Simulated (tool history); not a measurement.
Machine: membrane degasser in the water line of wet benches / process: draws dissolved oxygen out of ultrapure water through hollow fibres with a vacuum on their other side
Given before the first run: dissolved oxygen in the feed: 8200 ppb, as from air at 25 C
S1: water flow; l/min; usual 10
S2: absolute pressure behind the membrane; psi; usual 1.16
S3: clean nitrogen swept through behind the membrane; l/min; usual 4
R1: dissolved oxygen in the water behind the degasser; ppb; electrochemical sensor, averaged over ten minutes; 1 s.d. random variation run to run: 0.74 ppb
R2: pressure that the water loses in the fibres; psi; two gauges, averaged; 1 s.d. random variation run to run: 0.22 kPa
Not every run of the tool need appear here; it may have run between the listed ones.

Run 1, hour 0: usual settings. Result: R1 74.6 ppb, R2 8.221 psi.
Run 2, hour 290.4: usual settings but S3 8.16 l/min. Result: R1 59.3 ppb, R2 8.286 psi.
Run 3, hour 602.5: usual settings but S3 8.16 l/min. Result: R1 59.1 ppb, R2 8.192 psi.
Run 4, hour 915.9: usual settings but S1 9 l/min, S3 8.16 l/min. Result: R1 44.5 ppb, R2 7.442 psi.
Run 5, hour 1230.6: usual settings but S2 2.322 psi. Result: R1 129.5 ppb, R2 8.27 psi.
Run 6, hour 1529: usual settings but S2 2.322 psi. Result: R1 128.5 ppb, R2 8.257 psi.
Run 7, hour 1701: usual settings but S2 2.322 psi. Result: R1 131.2 ppb, R2 8.319 psi.
Run 8, hour 1933.2: usual settings but S2 2.322 psi. Result: R1 130.5 ppb, R2 8.29 psi.
Run 9, hour 2198: usual settings but S1 7 l/min, S2 2.322 psi. Result: R1 65.3 ppb, R2 5.844 psi.
Run 10, hour 2491: usual settings but S3 5.88 l/min. Result: R1 66 ppb, R2 8.366 psi.
Run 11, hour 2770.2: usual settings but S2 0.732 psi. Result: R1 58.4 ppb, R2 8.34 psi.
Run 12, hour 2933.4: usual settings but S2 1.838 psi. Result: R1 103.3 ppb, R2 8.322 psi.
Run 13, hour 3213: usual settings but S2 1.838 psi. Result: R1 106.1 ppb, R2 8.337 psi.
Run 14, hour 3531: usual settings but S3 2.68 l/min. Result: R1 93.4 ppb, R2 8.334 psi.
Run 15, hour 3751.6: usual settings but S1 12 l/min, S3 7.88 l/min. Result: R1 106.9 ppb, R2 10.053 psi.
Run 16, hour 3992.8: usual settings but S1 7 l/min, S2 0.812 psi, S3 1.7 l/min. Result: R1 38.2 ppb, R2 5.903 psi.
Run 17, hour 4293.3: usual settings but S2 0.941 psi, S3 2.23 l/min. Result: R1 86.6 ppb, R2 8.402 psi.
Run 18, hour 4510.6: usual settings but S1 15 l/min, S2 0.906 psi, S3 2.08 l/min. Result: R1 224.4 ppb, R2 12.631 psi.
Run 19, hour 4823.7: usual settings but S1 7 l/min, S2 2.65 psi, S3 4.55 l/min. Result: R1 72.6 ppb, R2 5.873 psi.
Run 20, hour 5120.8: usual settings but S1 14 l/min, S3 2.18 l/min. Result: R1 219.8 ppb, R2 11.781 psi.
Run 21, hour 5426: usual settings but S3 11.36 l/min. Result: R1 60.5 ppb, R2 8.402 psi.
Run 22, hour 5642: usual settings but S1 15 l/min, S2 0.951 psi, S3 6 l/min. Result: R1 196.9 ppb, R2 12.701 psi.
Run 23, hour 5816.1: usual settings but S1 8 l/min, S2 2.767 psi, S3 8.35 l/min. Result: R1 60.7 ppb, R2 6.731 psi.
Run 24, hour 5996.5: usual settings but S1 8 l/min, S2 2.767 psi, S3 8.35 l/min. Result: R1 61.8 ppb, R2 6.828 psi.
Run 25, hour 6342.9: usual settings but S1 8 l/min, S2 2.767 psi, S3 8.35 l/min. Result: R1 61.4 ppb, R2 6.81 psi.
Run 26, hour 6574.2: usual settings but S1 8 l/min, S2 2.767 psi, S3 8.35 l/min. Result: R1 62.2 ppb, R2 6.799 psi.
Run 27, hour 6837.5: usual settings but S1 8 l/min, S2 0.983 psi, S3 8.35 l/min. Result: R1 31.1 ppb, R2 6.85 psi.

Not shown: 3 entries that the log had between the listed runs. Between which runs, and how does the tool's hidden state differ before and after?
After run 8, before run 9: seals of the vacuum lines changed (hour 2198)
  membrane still open, %: 97.1 -> 96.9; air that leaks in behind the membrane, l/min: 0.0313 -> 0.0012
  measured less the result without the state, R1: +14.1 -> +2.2 ppb; R2: +0.244 -> +0.178 psi
After run 17, before run 18: vacuum gauge calibrated (hour 4312)
  membrane still open, %: 95.9 -> 95.8; true pressure behind the membrane over the reading, kPa: 0.18 -> 0.24; air that leaks in behind the membrane, l/min: 0.0116 -> 0.0128
  measured less the result without the state, R1: +12.4 -> +31.1 ppb; R2: +0.344 -> +0.531 psi
After run 20, before run 21: vacuum gauge calibrated, once more (hour 5258.1)
  membrane still open, %: 95.5 -> 95.3; true pressure behind the membrane over the reading, kPa: 0.25 -> -0.01; air that leaks in behind the membrane, l/min: 0.016 -> 0.0175
  measured less the result without the state, R1: +30.1 -> +11.5 ppb; R2: +0.532 -> +0.393 psi
